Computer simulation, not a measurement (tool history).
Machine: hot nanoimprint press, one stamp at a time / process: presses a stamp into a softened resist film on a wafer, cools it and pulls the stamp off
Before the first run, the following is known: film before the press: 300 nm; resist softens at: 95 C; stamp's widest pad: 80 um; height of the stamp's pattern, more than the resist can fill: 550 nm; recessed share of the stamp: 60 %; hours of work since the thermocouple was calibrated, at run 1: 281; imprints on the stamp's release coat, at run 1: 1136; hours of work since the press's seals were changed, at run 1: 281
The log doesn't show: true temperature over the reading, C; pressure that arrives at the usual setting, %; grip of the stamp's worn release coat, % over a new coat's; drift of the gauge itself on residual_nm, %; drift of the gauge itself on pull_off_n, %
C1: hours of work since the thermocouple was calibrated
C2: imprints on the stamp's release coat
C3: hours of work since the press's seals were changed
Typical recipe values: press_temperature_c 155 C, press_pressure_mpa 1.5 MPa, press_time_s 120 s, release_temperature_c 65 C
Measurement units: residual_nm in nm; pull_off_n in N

run 1 hour=0 | press_temperature_c=155 press_pressure_mpa=1.5 press_time_s=120 release_temperature_c=65 | C1=281 C2=1136 C3=281 | residual_nm=150 pull_off_n=198
run 2 hour=63.1 | press_temperature_c=155 press_pressure_mpa=1.5 press_time_s=120 release_temperature_c=65 | C1=318 C2=1411 C3=318 | residual_nm=148.8 pull_off_n=220
run 3 hour=119.8 | press_temperature_c=155 press_pressure_mpa=1.5 press_time_s=120 release_temperature_c=65 | C1=352 C2=1659 C3=352 | residual_nm=149.4 pull_off_n=228
run 4 hour=161.7 | press_temperature_c=155 press_pressure_mpa=1.5 press_time_s=120 release_temperature_c=56 | C1=376 C2=1841 C3=376 | residual_nm=147.6 pull_off_n=271
run 5 hour=222 | press_temperature_c=155 press_pressure_mpa=1.5 press_time_s=120 release_temperature_c=65 | C1=412 C2=2105 C3=412 | residual_nm=147.8 pull_off_n=253
-- hour=250.7 stamp cleaned and given a new release coat
-- hour=259.4 plate thermocouple calibrated
run 6 hour=268.2 | press_temperature_c=155 press_pressure_mpa=1.5 press_time_s=120 release_temperature_c=65 | C1=5 C2=63 C3=433 | residual_nm=160 pull_off_n=161
run 7 hour=319.6 | press_temperature_c=149 press_pressure_mpa=1.5 press_time_s=120 release_temperature_c=65 | C1=35 C2=288 C3=464 | residual_nm=190.9 pull_off_n=171
run 8 hour=362.6 | press_temperature_c=149 press_pressure_mpa=1.5 press_time_s=120 release_temperature_c=65 | C1=61 C2=475 C3=489 | residual_nm=191.5 pull_off_n=170
run 9 hour=395 | press_temperature_c=149 press_pressure_mpa=1.5 press_time_s=120 release_temperature_c=65 | C1=80 C2=617 C3=508 | residual_nm=189.9 pull_off_n=178
run 10 hour=442.7 | press_temperature_c=155 press_pressure_mpa=1.5 press_time_s=120 release_temperature_c=65 | C1=108 C2=825 C3=536 | residual_nm=155.8 pull_off_n=200
-- hour=491.5 press's hydraulic seals changed and the load cell set to zero
run 11 hour=491.5 | press_temperature_c=155 press_pressure_mpa=1.5 press_time_s=120 release_temperature_c=65 | C1=131 C2=1003 C3=0 | residual_nm=151.3 pull_off_n=204
run 12 hour=539.8 | press_temperature_c=155 press_pressure_mpa=1.5 press_time_s=120 release_temperature_c=65 | C1=160 C2=1214 C3=28 | residual_nm=154.5 pull_off_n=211
run 13 hour=591.6 | press_temperature_c=155 press_pressure_mpa=1.5 press_time_s=120 release_temperature_c=65 | C1=190 C2=1440 C3=59 | residual_nm=153.7 pull_off_n=221
run 14 hour=626.5 | press_temperature_c=155 press_pressure_mpa=1.5 press_time_s=120 release_temperature_c=65 | C1=211 C2=1592 C3=79 | residual_nm=153.5 pull_off_n=226
run 15 hour=664.5 | press_temperature_c=153 press_pressure_mpa=2.32 press_time_s=82 release_temperature_c=61 | C1=233 C2=1758 C3=102 | residual_nm=151.3 pull_off_n=248
run 16 hour=703.2 | press_temperature_c=155 press_pressure_mpa=1.15 press_time_s=157 release_temperature_c=65 | C1=256 C2=1927 C3=124 | residual_nm=157.4 pull_off_n=244
run 17 hour=741.7 | press_temperature_c=148 press_pressure_mpa=2.38 press_time_s=120 release_temperature_c=65 | C1=278 C2=2095 C3=147 | residual_nm=156.3 pull_off_n=253
-- hour=772.5 stamp cleaned and given a new release coat
run 18 hour=781.6 | press_temperature_c=148 press_pressure_mpa=2.04 press_time_s=120 release_temperature_c=65 | C1=298 C2=40 C3=167 | residual_nm=166.7 pull_off_n=158
run 19 hour=825.2 | press_temperature_c=166 press_pressure_mpa=2.04 press_time_s=120 release_temperature_c=61 | C1=324 C2=231 C3=192 | residual_nm=90.1 pull_off_n=170
run 20 hour=883.2 | press_temperature_c=166 press_pressure_mpa=2.04 press_time_s=120 release_temperature_c=61 | C1=358 C2=484 C3=226 | residual_nm=89.3 pull_off_n=186
run 21 hour=944.9 | press_temperature_c=146 press_pressure_mpa=2.26 press_time_s=120 release_temperature_c=61 | C1=394 C2=753 C3=263 | residual_nm=167 pull_off_n=198
run 22 hour=989.9 | press_temperature_c=146 press_pressure_mpa=2.26 press_time_s=120 release_temperature_c=61 | C1=420 C2=949 C3=289 | residual_nm=167.9 pull_off_n=208
-- hour=1004.6 plate thermocouple calibrated
run 23 hour=1051.6 | press_temperature_c=155 press_pressure_mpa=1.5 press_time_s=159 release_temperature_c=56 | C1=28 C2=1205 C3=323 | residual_nm=141 pull_off_n=242
run 24 hour=1112.4 | press_temperature_c=155 press_pressure_mpa=2.06 press_time_s=90 release_temperature_c=54 | C1=63 C2=1471 C3=359 | residual_nm=149.2 pull_off_n=262
run 25 hour=1165.1 | press_temperature_c=155 press_pressure_mpa=2.06 press_time_s=90 release_temperature_c=54 | C1=94 C2=1701 C3=390 | residual_nm=146.7 pull_off_n=278
run 26 hour=1193.5 | press_temperature_c=156 press_pressure_mpa=1.09 press_time_s=107 release_temperature_c=51 | C1=111 C2=1825 C3=407 | residual_nm=176.8 pull_off_n=284

Across each entry between runs, compare the hidden state at the last listed run before it with the hidden state at the first listed run after it:
Between runs 5 and 6: stamp cleaned and given a new release coat (hour 250.7); plate thermocouple calibrated (hour 259.4)
  true temperature over the reading, C: 2.22 -> -0.19; pressure that arrives at the usual setting, %: 97.68 -> 97.6; grip of the stamp's worn release coat, % over a new coat's: 64.7 -> 1.7
  what was measured, less what the result would be without the hidden state, residual_nm: -9.3 -> +2.7 nm; pull_off_n: +94 -> +3 N
Between runs 10 and 11: press's hydraulic seals changed and the load cell set to zero (hour 491.5)
  true temperature over the reading, C: 0.31 -> 0.42; pressure that arrives at the usual setting, %: 97.16 -> 100.03; grip of the stamp's worn release coat, % over a new coat's: 23.7 -> 29.1
  what was measured, less what the result would be without the hidden state, residual_nm: +0.4 -> -2.1 nm; pull_off_n: +38 -> +45 N
Between runs 17 and 18: stamp cleaned and given a new release coat (hour 772.5)
  true temperature over the reading, C: 1.16 -> 1.25; pressure that arrives at the usual setting, %: 99.4 -> 99.32; grip of the stamp's worn release coat, % over a new coat's: 64.4 -> 1.1
  what was measured, less what the result would be without the hidden state, residual_nm: -5.8 -> -6.5 nm; pull_off_n: +97 -> -1 N
Between runs 22 and 23: plate thermocouple calibrated (hour 1004.6)
  true temperature over the reading, C: 1.85 -> 0.29; pressure that arrives at the usual setting, %: 98.79 -> 98.63; grip of the stamp's worn release coat, % over a new coat's: 27.4 -> 35.3
  what was measured, less what the result would be without the hidden state, residual_nm: -9.4 -> -0.4 nm; pull_off_n: +40 -> +62 N

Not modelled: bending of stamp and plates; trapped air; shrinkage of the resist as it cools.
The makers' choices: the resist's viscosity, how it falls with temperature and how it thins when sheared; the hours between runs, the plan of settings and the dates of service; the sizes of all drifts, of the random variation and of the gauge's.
